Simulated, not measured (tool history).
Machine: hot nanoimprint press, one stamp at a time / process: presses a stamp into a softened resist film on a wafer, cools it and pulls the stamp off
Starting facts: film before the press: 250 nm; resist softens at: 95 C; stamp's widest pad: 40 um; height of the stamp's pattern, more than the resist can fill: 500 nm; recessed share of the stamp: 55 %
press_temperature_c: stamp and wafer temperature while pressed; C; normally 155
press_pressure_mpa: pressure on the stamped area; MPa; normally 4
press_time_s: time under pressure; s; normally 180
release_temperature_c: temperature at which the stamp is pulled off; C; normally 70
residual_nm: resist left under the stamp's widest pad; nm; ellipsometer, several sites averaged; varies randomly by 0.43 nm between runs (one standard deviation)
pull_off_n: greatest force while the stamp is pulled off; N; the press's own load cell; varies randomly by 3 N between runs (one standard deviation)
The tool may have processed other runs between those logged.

run    hour  press_temperature_c  press_pressure_mpa  press_time_s  release_temperature_c  residual_nm  pull_off_n
  1       0                  155                   4           180                     70        109.5         163
  2    37.8                  155                   4           180                     70        108.9         164
  3    88.1                  155                   4           180                     70        109.1         171
  4   122.9                  155                   4           180                     70        109.3         161
        140  -- plate thermocouple calibrated
  5   170.8                  149                   4           180                     70        129.8         176
      197.9  -- stamp cleaned and given a new release coat
  6   227.6                  155                   4           180                     70          108         141
  7   275.9                  155                   4           180                     70        107.9         153
      314.3  -- plate thermocouple calibrated, once more
  8   323.4                  155                2.67           180                     70          137         164
  9     369                  155                3.81           180                     70        114.5         169
 10   413.7                  155                3.81           180                     70        115.4         172
      434.6  -- press's hydraulic seals changed and the load cell set to zero
 11   471.6                  155                3.81           180                     70        109.2         181
 12   514.6                  155                3.81           180                     70        109.8         184
      537.8  -- stamp cleaned and given a new release coat
 13   554.9                  155                3.81           180                     70        109.9         145
 14   583.6                  155                3.81           180                     70        109.6         149
 15     623                  155                3.81           180                     70        109.6         151
 16   656.7                  155                   4           180                     70        106.4         161
 17   707.2                  155                   4           180                     70        105.8         171
 18   754.6                  155                6.03           261                     70         73.1         175
        765  -- plate thermocouple calibrated
 19   779.5                  155                2.62           339                     70        111.9         172
 20   809.4                  155                3.65           185                     57          113         247
 21   851.8                  155                   4           192                     71        107.2         181
      870.9  -- stamp cleaned and given a new release coat
 22   885.2                  158                5.88           180                     67           79         163
 23   929.4                  155                4.47           180                     70        101.9         153
 24   969.3                  155                4.47           180                     70        102.2         155
 25  1003.6                  155                4.47           180                     70        101.7         159
 26  1049.8                  155                4.47           180                     70        101.9         168
 27  1100.5                  156                   4           103                     70        125.6         171
 28  1133.2                  155                   4           186                     58        106.6         231
 29  1161.5                  165                6.37           186                     58         60.4         242
     1201.8  -- stamp cleaned and given a new release coat
     1215.8  -- plate thermocouple calibrated
 30  1221.8                  152                3.39           135                     75          144         131
 31    1262                  149                3.23           135                     75        161.9         129

Alternative continuations, all from the tool just after run 31; predict every row:
  A  1292.4                  162                 5.1           191                     70            ?           ?
  B  1292.4                  155                   4           180                     56            ?           ?
  C  1292.4                  149                5.24           104                     75            ?           ?

run  residual_nm  pull_off_n
  A         76.7         162
  B        111.1         232
  C        138.4         137
Had the tool no hidden state, the same runs would have come out as:
run  residual_nm  pull_off_n
  A         73.8         153
  B          108         218
  C        133.9         128
